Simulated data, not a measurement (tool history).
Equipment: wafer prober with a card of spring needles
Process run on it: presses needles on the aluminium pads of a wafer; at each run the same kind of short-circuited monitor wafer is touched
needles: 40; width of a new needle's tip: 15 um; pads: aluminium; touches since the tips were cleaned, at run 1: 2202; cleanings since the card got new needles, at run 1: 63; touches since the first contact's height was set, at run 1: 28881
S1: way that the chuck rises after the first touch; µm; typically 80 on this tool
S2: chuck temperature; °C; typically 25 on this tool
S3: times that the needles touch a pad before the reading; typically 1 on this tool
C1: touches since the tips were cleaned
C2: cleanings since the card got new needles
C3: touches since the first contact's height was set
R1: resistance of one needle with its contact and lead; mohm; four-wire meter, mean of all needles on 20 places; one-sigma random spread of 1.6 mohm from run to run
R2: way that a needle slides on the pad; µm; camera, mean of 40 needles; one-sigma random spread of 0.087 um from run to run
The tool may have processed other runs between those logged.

run,hour,S1,S2,S3,C1,C2,C3,R1,R2
1,0,80,25,1,2202,63,28881,195,18.39
# hour 2.2: tips cleaned on abrasive film
# hour 10.6: tips cleaned on abrasive film
# hour 21.1: tips cleaned on abrasive film
# hour 31.5: tips cleaned on abrasive film
# hour 42: tips cleaned on abrasive film
2,49.6,80,78,1,2014,68,42012,207,18.36
# hour 51.7: tips cleaned on abrasive film
# hour 60.1: tips cleaned on abrasive film
# hour 70.6: tips cleaned on abrasive film
# hour 81.1: tips cleaned on abrasive film
# hour 91.6: tips cleaned on abrasive film
# hour 102.1: tips cleaned on abrasive film
# hour 112.6: tips cleaned on abrasive film
3,113.2,80,78,1,165,75,58852,178,18.09
# hour 121.6: tips cleaned on abrasive film
# hour 130: tips cleaned on abrasive film
# hour 140.5: tips cleaned on abrasive film
# hour 148.9: tips cleaned on abrasive film
# hour 159.4: tips cleaned on abrasive film
# hour 169.9: tips cleaned on abrasive film
# hour 180.3: tips cleaned on abrasive film
4,186.1,80,78,1,1551,82,78192,203,17.91
# hour 190.4: tips cleaned on abrasive film
# hour 198.8: tips cleaned on abrasive film
# hour 209.3: tips cleaned on abrasive film
# hour 219.8: tips cleaned on abrasive film
# hour 230.2: tips cleaned on abrasive film
# hour 240.7: tips cleaned on abrasive film
# hour 249.1: tips cleaned on abrasive film
5,251.5,96,78,1,624,89,95491,182,21.56
# hour 257.8: tips cleaned on abrasive film
# hour 268.3: tips cleaned on abrasive film
# hour 278.8: tips cleaned on abrasive film
# hour 289.2: tips cleaned on abrasive film
# hour 299.7: tips cleaned on abrasive film
6,304.5,96,78,1,1280,94,109556,192,21.43
# hour 308.8: tips cleaned on abrasive film
# hour 317.2: tips cleaned on abrasive film
# hour 327.7: tips cleaned on abrasive film
# hour 338.1: tips cleaned on abrasive film
# hour 348.6: tips cleaned on abrasive film
# hour 359.1: tips cleaned on abrasive film
# hour 367.5: tips cleaned on abrasive film
7,370.2,80,25,2,718,101,126950,175,17.32
# hour 376.5: tips cleaned on abrasive film
# hour 384.9: tips cleaned on abrasive film
# hour 395.4: tips cleaned on abrasive film
# hour 405.9: tips cleaned on abrasive film
# hour 408.3: height of the first contact set anew
# hour 416.7: tips cleaned on abrasive film
# hour 427.2: tips cleaned on abrasive film
# hour 435.6: tips cleaned on abrasive film
# hour 444: tips cleaned on abrasive film
8,451.6,80,25,1,2043,109,11493,197,18.81
# hour 453.8: tips cleaned on abrasive film, once more
# hour 462.2: tips cleaned on abrasive film
# hour 472.7: tips cleaned on abrasive film
# hour 483.2: tips cleaned on abrasive film
# hour 493.7: tips cleaned on abrasive film
9,500.3,80,25,1,1778,114,24388,197,18.71
# hour 502.5: tips cleaned on abrasive film
# hour 512.9: tips cleaned on abrasive film
# hour 521.4: tips cleaned on abrasive film
# hour 529.8: tips cleaned on abrasive film
# hour 540.2: tips cleaned on abrasive film
# hour 550.7: tips cleaned on abrasive film
10,555,80,25,1,1142,120,38869,189,18.4
# hour 559.2: tips cleaned on abrasive film
# hour 569.7: tips cleaned on abrasive film
# hour 580.2: tips cleaned on abrasive film
# hour 590.7: tips cleaned on abrasive film
# hour 601.1: tips cleaned on abrasive film
# hour 611.6: tips cleaned on abrasive film
# hour 622.1: tips cleaned on abrasive film
# hour 631.7: tips cleaned on abrasive film
11,631.7,80,25,1,0,128,59183,169,18.32
# hour 642.2: tips cleaned on abrasive film
# hour 652.7: tips cleaned on abrasive film
# hour 661.1: tips cleaned on abrasive film
# hour 671.5: tips cleaned on abrasive film
# hour 680: tips cleaned on abrasive film
# hour 688.4: tips cleaned on abrasive film
# hour 698.8: tips cleaned on abrasive film
12,703.1,80,118,2,1141,135,78109,198,18.11
# hour 707.4: tips cleaned on abrasive film
# hour 715.8: tips cleaned on abrasive film
# hour 726.3: tips cleaned on abrasive film
# hour 734.7: tips cleaned on abrasive film
# hour 745.1: tips cleaned on abrasive film
13,752.7,80,26,1,2018,140,91247,207,17.94
# hour 754.9: tips cleaned on abrasive film
# hour 763.3: tips cleaned on abrasive film
# hour 773.8: tips cleaned on abrasive film
# hour 782.2: tips cleaned on abrasive film
# hour 792.6: tips cleaned on abrasive film
# hour 801.1: tips cleaned on abrasive film
# hour 811.5: tips cleaned on abrasive film
14,813.5,80,26,1,519,147,107329,184,17.73
# hour 821.9: tips cleaned on abrasive film
# hour 832.4: tips cleaned on abrasive film
# hour 842.8: tips cleaned on abrasive film
# hour 853.3: tips cleaned on abrasive film
# hour 863.8: tips cleaned on abrasive film
# hour 874.3: tips cleaned on abrasive film
# hour 882.7: tips cleaned on abrasive film
# hour 893.2: tips cleaned on abrasive film
15,896.8,80,26,1,962,155,129412,191,17.46
# hour 903.1: tips cleaned on abrasive film
# hour 911.5: tips cleaned on abrasive film
# hour 922: tips cleaned on abrasive film
# hour 934: card fitted with new needles
# hour 942.4: tips cleaned on abrasive film
# hour 952.9: tips cleaned on abrasive film
16,959.5,62,25,1,1776,2,6779,197,14.49
# hour 961.7: tips cleaned on abrasive film
# hour 970.1: tips cleaned on abrasive film
# hour 978.5: tips cleaned on abrasive film
# hour 989: tips cleaned on abrasive film
# hour 997.4: tips cleaned on abrasive film
17,997.6,80,62,1,55,7,16840,168,18.51

Run 18 is up next; what results do you expect?
# hour 1006: tips cleaned on abrasive film
# hour 1016.5: tips cleaned on abrasive film
# hour 1024.9: tips cleaned on abrasive film
# hour 1035.4: tips cleaned on abrasive film
# hour 1043.8: tips cleaned on abrasive film
# hour 1054.3: tips cleaned on abrasive film
18,1058.1,80,62,1,1018,13,32867,?,?

Run 18 came out at R1 185 mohm, R2 18.47 µm.
On a tool with no hidden condition, and with the same random variation, this run would have come out at R1 167 mohm, R2 18.82 µm.
